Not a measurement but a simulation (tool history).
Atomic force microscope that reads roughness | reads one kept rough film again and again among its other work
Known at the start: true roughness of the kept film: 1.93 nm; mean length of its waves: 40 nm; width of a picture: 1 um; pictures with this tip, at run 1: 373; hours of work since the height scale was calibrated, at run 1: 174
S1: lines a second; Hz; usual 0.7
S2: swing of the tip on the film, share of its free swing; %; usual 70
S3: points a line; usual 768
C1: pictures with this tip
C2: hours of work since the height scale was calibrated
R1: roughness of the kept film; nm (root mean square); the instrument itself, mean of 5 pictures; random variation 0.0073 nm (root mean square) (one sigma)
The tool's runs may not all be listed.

run 1 hour=0 | S1=0.7 S2=70 S3=768 | C1=373 C2=174 | R1=1.692
run 2 hour=6.3 | S1=0.7 S2=70 S3=768 | C1=385 C2=178 | R1=1.678
-- hour=8 new tip fitted
run 3 hour=17.9 | S1=0.7 S2=70 S3=768 | C1=20 C2=185 | R1=1.822
run 4 hour=30.8 | S1=0.7 S2=70 S3=768 | C1=46 C2=194 | R1=1.807
run 5 hour=42.1 | S1=0.7 S2=70 S3=768 | C1=70 C2=202 | R1=1.799
run 6 hour=52.3 | S1=0.7 S2=70 S3=768 | C1=90 C2=208 | R1=1.798
run 7 hour=60.5 | S1=0.7 S2=70 S3=768 | C1=107 C2=214 | R1=1.783
run 8 hour=69.2 | S1=0.7 S2=70 S3=768 | C1=125 C2=220 | R1=1.79
run 9 hour=74.7 | S1=0.7 S2=70 S3=768 | C1=136 C2=223 | R1=1.785
run 10 hour=80.5 | S1=0.7 S2=70 S3=768 | C1=148 C2=227 | R1=1.768
run 11 hour=86.5 | S1=0.7 S2=70 S3=768 | C1=160 C2=231 | R1=1.762
run 12 hour=94.6 | S1=0.7 S2=70 S3=768 | C1=177 C2=237 | R1=1.76
run 13 hour=106.8 | S1=0.7 S2=70 S3=768 | C1=202 C2=245 | R1=1.753
run 14 hour=113.3 | S1=0.551 S2=70 S3=768 | C1=215 C2=249 | R1=1.749
run 15 hour=125.8 | S1=0.7 S2=76 S3=768 | C1=240 C2=257 | R1=1.732
run 16 hour=133 | S1=0.7 S2=76 S3=768 | C1=255 C2=262 | R1=1.715
run 17 hour=140.9 | S1=0.7 S2=70 S3=378 | C1=271 C2=267 | R1=1.715
run 18 hour=148.6 | S1=0.7 S2=70 S3=378 | C1=287 C2=273 | R1=1.717
run 19 hour=158.9 | S1=0.7 S2=70 S3=378 | C1=308 C2=280 | R1=1.716
run 20 hour=166.6 | S1=3.716 S2=71 S3=768 | C1=323 C2=285 | R1=1.574
run 21 hour=175.9 | S1=0.7 S2=70 S3=736 | C1=343 C2=291 | R1=1.701
run 22 hour=188.7 | S1=0.849 S2=70 S3=1008 | C1=369 C2=299 | R1=1.68
-- hour=198.9 new tip fitted
run 23 hour=200.5 | S1=0.56 S2=81 S3=768 | C1=4 C2=307 | R1=1.828
run 24 hour=209.6 | S1=0.7 S2=69 S3=768 | C1=22 C2=313 | R1=1.83
run 25 hour=222.4 | S1=0.7 S2=69 S3=768 | C1=48 C2=322 | R1=1.815
run 26 hour=234.6 | S1=0.7 S2=63 S3=768 | C1=73 C2=330 | R1=1.819
run 27 hour=240.9 | S1=2.903 S2=71 S3=387 | C1=86 C2=334 | R1=1.692
run 28 hour=246.1 | S1=2.228 S2=67 S3=765 | C1=97 C2=337 | R1=1.751
run 29 hour=256.1 | S1=2.228 S2=67 S3=765 | C1=117 C2=344 | R1=1.746
run 30 hour=264.1 | S1=2.228 S2=67 S3=765 | C1=134 C2=349 | R1=1.729
run 31 hour=275.8 | S1=1.198 S2=75 S3=646 | C1=157 C2=357 | R1=1.732
run 32 hour=285.4 | S1=1.198 S2=75 S3=646 | C1=177 C2=364 | R1=1.736
run 33 hour=291.2 | S1=1.198 S2=75 S3=646 | C1=189 C2=367 | R1=1.72
run 34 hour=301.8 | S1=1.198 S2=80 S3=569 | C1=210 C2=374 | R1=1.696
run 35 hour=311.4 | S1=0.63 S2=70 S3=927 | C1=230 C2=381 | R1=1.746

Forecast each of these 3 alternatives for the next run:
run A hour=320.6 | S1=0.63 S2=87 S3=511 | C1=249 C2=387 | R1=?
run B hour=320.6 | S1=1.694 S2=70 S3=927 | C1=249 C2=387 | R1=?
run C hour=320.6 | S1=2.989 S2=76 S3=869 | C1=249 C2=387 | R1=?

run=A R1=1.71
run=B R1=1.695
run=C R1=1.598
Without the tool's hidden state the same runs would have given:
run=A R1=1.801
run=B R1=1.786
run=C R1=1.684
